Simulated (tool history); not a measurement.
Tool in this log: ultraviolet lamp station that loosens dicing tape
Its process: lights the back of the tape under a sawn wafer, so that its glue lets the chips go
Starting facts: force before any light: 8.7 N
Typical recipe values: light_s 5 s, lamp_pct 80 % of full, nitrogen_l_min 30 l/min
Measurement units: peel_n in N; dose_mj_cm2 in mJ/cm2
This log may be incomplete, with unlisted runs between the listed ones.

Run 1, hour 0: usual settings. Result: peel_n 1.855 N, dose_mj_cm2 257 mJ/cm2.
Run 2, hour 31.6: usual settings but lamp_pct 62 % of full. Result: peel_n 2.756 N, dose_mj_cm2 197 mJ/cm2.
Run 3, hour 56.3: usual settings but lamp_pct 62 % of full. Result: peel_n 2.726 N, dose_mj_cm2 192 mJ/cm2.
Run 4, hour 83.2: usual settings but lamp_pct 62 % of full. Result: peel_n 2.762 N, dose_mj_cm2 188 mJ/cm2.
Run 5, hour 110.2: usual settings but nitrogen_l_min 12 l/min. Result: peel_n 3.19 N, dose_mj_cm2 239 mJ/cm2.
Run 6, hour 154.6: usual settings but nitrogen_l_min 12 l/min. Result: peel_n 3.208 N, dose_mj_cm2 235 mJ/cm2.
Run 7, hour 179.5: usual settings but light_s 4 s, nitrogen_l_min 12 l/min. Result: peel_n 3.987 N, dose_mj_cm2 186 mJ/cm2.
Run 8, hour 211.6: usual settings but light_s 6 s, nitrogen_l_min 12 l/min. Result: peel_n 2.847 N, dose_mj_cm2 276 mJ/cm2.
Run 9, hour 230.5: usual settings but light_s 6 s, nitrogen_l_min 12 l/min. Result: peel_n 2.797 N, dose_mj_cm2 266 mJ/cm2.
Run 10, hour 258: usual settings but light_s 6 s, nitrogen_l_min 12 l/min. Result: peel_n 2.907 N, dose_mj_cm2 260 mJ/cm2.
Run 11, hour 299.3: usual settings but light_s 6 s, nitrogen_l_min 12 l/min. Result: peel_n 3.05 N, dose_mj_cm2 257 mJ/cm2.
Run 12, hour 343.8: usual settings but light_s 6 s, nitrogen_l_min 12 l/min. Result: peel_n 3.22 N, dose_mj_cm2 248 mJ/cm2.
At hour 363.3: lamp changed.
Run 13, hour 368.8: usual settings but light_s 8 s, lamp_pct 94 % of full, nitrogen_l_min 11 l/min. Result: peel_n 0.825 N, dose_mj_cm2 609 mJ/cm2.
Run 14, hour 393.8: usual settings but lamp_pct 86 % of full. Result: peel_n 1.134 N, dose_mj_cm2 345 mJ/cm2.
Run 15, hour 429.7: usual settings but lamp_pct 86 % of full. Result: peel_n 1.226 N, dose_mj_cm2 340 mJ/cm2.
At hour 470.3: window cleaned of glue's vapour.
Run 16, hour 471.7: usual settings but lamp_pct 86 % of full. Result: peel_n 0.844 N, dose_mj_cm2 405 mJ/cm2.
Run 17, hour 507.6: usual settings but light_s 3 s, lamp_pct 70 % of full, nitrogen_l_min 13 l/min. Result: peel_n 3.815 N, dose_mj_cm2 193 mJ/cm2.
Run 18, hour 540.3: usual settings but light_s 3 s, lamp_pct 61 % of full, nitrogen_l_min 43 l/min. Result: peel_n 2.892 N, dose_mj_cm2 164 mJ/cm2.
Run 19, hour 572.5: usual settings but light_s 3 s, lamp_pct 90 % of full, nitrogen_l_min 43 l/min. Result: peel_n 1.719 N, dose_mj_cm2 236 mJ/cm2.
Run 20, hour 604.9: usual settings but lamp_pct 66 % of full, nitrogen_l_min 14 l/min. Result: peel_n 2.446 N, dose_mj_cm2 286 mJ/cm2.
Run 21, hour 636.3: usual settings but lamp_pct 66 % of full, nitrogen_l_min 14 l/min. Result: peel_n 2.571 N, dose_mj_cm2 282 mJ/cm2.
Run 22, hour 670.9: usual settings but light_s 8 s, lamp_pct 93 % of full, nitrogen_l_min 40 l/min. Result: peel_n 0.179 N, dose_mj_cm2 629 mJ/cm2.

Each row is a separate what-if for the run after 22, all from the same tool condition, not one after another. Results?
Run A, hour 714.4: usual settings but light_s 8 s, lamp_pct 91 % of full, nitrogen_l_min 12 l/min. Result: peel_n ?, dose_mj_cm2 ?.
Run B, hour 714.4: usual settings but light_s 8 s, lamp_pct 93 % of full, nitrogen_l_min 48 l/min. Result: peel_n ?, dose_mj_cm2 ?.
Run C, hour 714.4: usual settings but light_s 9 s, lamp_pct 69 % of full, nitrogen_l_min 14 l/min. Result: peel_n ?, dose_mj_cm2 ?.
Run D, hour 714.4: usual settings but light_s 8 s, lamp_pct 81 % of full, nitrogen_l_min 20 l/min. Result: peel_n ?, dose_mj_cm2 ?.

run  peel_n  dose_mj_cm2
  A   0.797          594
  B   0.167          613
  C   0.973          511
  D   0.637          533
With no hidden state in the tool, these same runs would have given:
run  peel_n  dose_mj_cm2
  A   0.544          696
  B   0.108          718
  C   0.681          599
  D   0.422          625

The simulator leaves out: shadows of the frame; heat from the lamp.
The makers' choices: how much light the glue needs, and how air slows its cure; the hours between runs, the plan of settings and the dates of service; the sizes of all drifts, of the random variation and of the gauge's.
